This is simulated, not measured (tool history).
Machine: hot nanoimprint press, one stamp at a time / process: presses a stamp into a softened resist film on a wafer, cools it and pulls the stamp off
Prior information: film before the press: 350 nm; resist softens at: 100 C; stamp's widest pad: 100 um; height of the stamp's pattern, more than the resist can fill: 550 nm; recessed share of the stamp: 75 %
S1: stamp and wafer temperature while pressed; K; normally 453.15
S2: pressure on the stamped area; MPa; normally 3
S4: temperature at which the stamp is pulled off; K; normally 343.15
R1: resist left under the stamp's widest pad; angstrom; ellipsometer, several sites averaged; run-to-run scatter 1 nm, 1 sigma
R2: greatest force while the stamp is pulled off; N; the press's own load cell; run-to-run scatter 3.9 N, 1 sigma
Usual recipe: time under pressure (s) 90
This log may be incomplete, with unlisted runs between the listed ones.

Run 1, day 0: usual settings. Result: R1 1507 angstrom, R2 193 N.
Run 2, day 0.3: usual settings. Result: R1 1505 angstrom, R2 196 N.
Run 3, day 0.938: usual settings. Result: R1 1513 angstrom, R2 194 N.
Run 4, day 1.358: usual settings but time under pressure (s) 133. Result: R1 1320 angstrom, R2 194 N.
Run 5, day 1.775: usual settings but time under pressure (s) 133. Result: R1 1312 angstrom, R2 200 N.
Run 6, day 2.3: usual settings but time under pressure (s) 133. Result: R1 1291 angstrom, R2 187 N.
Run 7, day 2.838: usual settings but time under pressure (s) 133. Result: R1 1298 angstrom, R2 188 N.
Run 8, day 3.488: usual settings but time under pressure (s) 133. Result: R1 1326 angstrom, R2 190 N.
Run 9, day 4.071: usual settings but time under pressure (s) 130. Result: R1 1320 angstrom, R2 187 N.
At day 4.4: stamp cleaned and given a new release coat.
Run 10, day 4.771: usual settings but time under pressure (s) 130. Result: R1 1305 angstrom, R2 184 N.
Run 11, day 5.096: usual settings but time under pressure (s) 130. Result: R1 1329 angstrom, R2 188 N.
Run 12, day 5.617: usual settings but time under pressure (s) 130. Result: R1 1322 angstrom, R2 190 N.
Run 13, day 6.038: usual settings but time under pressure (s) 130. Result: R1 1322 angstrom, R2 194 N.
Run 14, day 6.625: usual settings. Result: R1 1515 angstrom, R2 194 N.
Run 15, day 7.104: usual settings but time under pressure (s) 130. Result: R1 1332 angstrom, R2 191 N.
Run 16, day 7.575: usual settings but time under pressure (s) 99. Result: R1 1460 angstrom, R2 186 N.
Run 17, day 8.054: usual settings but time under pressure (s) 99. Result: R1 1470 angstrom, R2 185 N.
Run 18, day 8.438: usual settings but time under pressure (s) 127. Result: R1 1333 angstrom, R2 192 N.
Run 19, day 8.888: usual settings but S4 349.15 K. Result: R1 1507 angstrom, R2 164 N.
Run 20, day 9.25: usual settings but S1 464.15 K, S2 4.06 MPa, time under pressure (s) 93, S4 342.15 K. Result: R1 880 angstrom, R2 195 N.
Run 21, day 9.617: usual settings but S1 446.15 K, S4 350.15 K. Result: R1 1934 angstrom, R2 154 N.
Run 22, day 9.946: usual settings but S1 446.15 K, S4 350.15 K. Result: R1 1915 angstrom, R2 159 N.
Run 23, day 10.229: usual settings but S1 446.15 K, S4 350.15 K. Result: R1 1926 angstrom, R2 158 N.
Run 24, day 10.808: usual settings but S1 446.15 K, S4 350.15 K. Result: R1 1925 angstrom, R2 159 N.
Run 25, day 11.108: usual settings but S1 459.15 K, S2 2.2 MPa, time under pressure (s) 112, S4 329.15 K. Result: R1 1348 angstrom, R2 251 N.
Run 26, day 11.621: usual settings but S1 459.15 K, S2 2.2 MPa, time under pressure (s) 112, S4 348.15 K. Result: R1 1350 angstrom, R2 168 N.
Run 27, day 12.233: usual settings but S1 459.15 K, S2 2.2 MPa, time under pressure (s) 112, S4 348.15 K. Result: R1 1350 angstrom, R2 169 N.
Run 28, day 12.871: usual settings but S1 459.15 K, S2 2.2 MPa, time under pressure (s) 112, S4 348.15 K. Result: R1 1346 angstrom, R2 166 N.

Expected results for the next run?
Run 29, day 13.221: usual settings but S1 446.15 K, S2 2.2 MPa, time under pressure (s) 124, S4 341.15 K. Result: R1 ?, R2 ?.

R1: 1993 angstrom
R2: 200 N
Had the tool carried no hidden state, the very same run would have given R1 1989 angstrom, R2 199 N.
